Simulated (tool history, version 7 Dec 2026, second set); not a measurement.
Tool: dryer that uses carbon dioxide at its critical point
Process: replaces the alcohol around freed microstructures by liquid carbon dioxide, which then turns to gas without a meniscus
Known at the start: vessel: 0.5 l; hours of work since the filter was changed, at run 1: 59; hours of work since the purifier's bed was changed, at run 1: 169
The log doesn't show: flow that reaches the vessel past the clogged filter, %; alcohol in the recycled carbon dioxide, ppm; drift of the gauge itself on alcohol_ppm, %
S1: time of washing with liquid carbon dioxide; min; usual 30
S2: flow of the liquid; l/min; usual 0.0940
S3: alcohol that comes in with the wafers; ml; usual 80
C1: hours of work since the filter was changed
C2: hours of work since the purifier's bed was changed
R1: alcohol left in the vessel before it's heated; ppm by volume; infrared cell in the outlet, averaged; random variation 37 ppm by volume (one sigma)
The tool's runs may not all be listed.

Run 1, hour 0.0: usual settings; C1 59; C2 169. Result: R1 2839 ppm by volume.
Run 2, hour 33.8: usual settings; C1 71; C2 181. Result: R1 2937 ppm by volume.
Run 3, hour 65.4: usual settings; C1 82; C2 193. Result: R1 2944 ppm by volume.
Run 4, hour 86.3: usual settings; C1 90; C2 200. Result: R1 3041 ppm by volume.
Run 5, hour 112.6: usual settings; C1 99; C2 209. Result: R1 3013 ppm by volume.
Run 6, hour 128.0: usual settings; C1 104; C2 215. Result: R1 3120 ppm by volume.
Run 7, hour 160.0: usual settings; C1 116; C2 226. Result: R1 3149 ppm by volume.
Run 8, hour 188.1: usual settings; C1 126; C2 236. Result: R1 3140 ppm by volume.
Run 9, hour 218.4: usual settings; C1 136; C2 247. Result: R1 3298 ppm by volume.
Run 10, hour 233.3: usual settings; C1 141; C2 252. Result: R1 3285 ppm by volume.
Run 11, hour 255.4: usual settings but S2 0.0837 l/min, S3 112 ml; C1 149; C2 260. Result: R1 7351 ppm by volume.
Run 12, hour 277.0: usual settings but S3 31 ml; C1 157; C2 267. Result: R1 1376 ppm by volume.
Run 13, hour 296.3: usual settings but S1 38 min, S2 0.0646 l/min, S3 115 ml; C1 164; C2 274. Result: R1 8879 ppm by volume.
Run 14, hour 316.3: usual settings but S2 0.1516 l/min; C1 171; C2 281. Result: R1 348 ppm by volume.
Run 15, hour 341.3: usual settings but S1 20 min, S2 0.0759 l/min; C1 180; C2 290. Result: R1 21067 ppm by volume.

Forecast each of these 5 alternatives for the next run:
Run A, hour 359.0: usual settings but S1 23 min, S3 87 ml; C1 186; C2 296. Result: R1 ?.
Run B, hour 359.0: usual settings but S1 34 min, S2 0.0759 l/min; C1 186; C2 296. Result: R1 ?.
Run C, hour 359.0: usual settings but S1 20 min, S2 0.1510 l/min, S3 51 ml; C1 186; C2 296. Result: R1 ?.
Run D, hour 359.0: usual settings but S1 41 min, S2 0.0810 l/min; C1 186; C2 296. Result: R1 ?.
Run E, hour 359.0: usual settings but S1 25 min; C1 186; C2 296. Result: R1 ?.

run    R1
  A  9396
  B  5006
  C  1544
  D  1941
  E  6769
Without the tool's hidden state the same runs would have given:
run    R1
  A  7113
  B  3594
  C   993
  D  1238
  E  4990

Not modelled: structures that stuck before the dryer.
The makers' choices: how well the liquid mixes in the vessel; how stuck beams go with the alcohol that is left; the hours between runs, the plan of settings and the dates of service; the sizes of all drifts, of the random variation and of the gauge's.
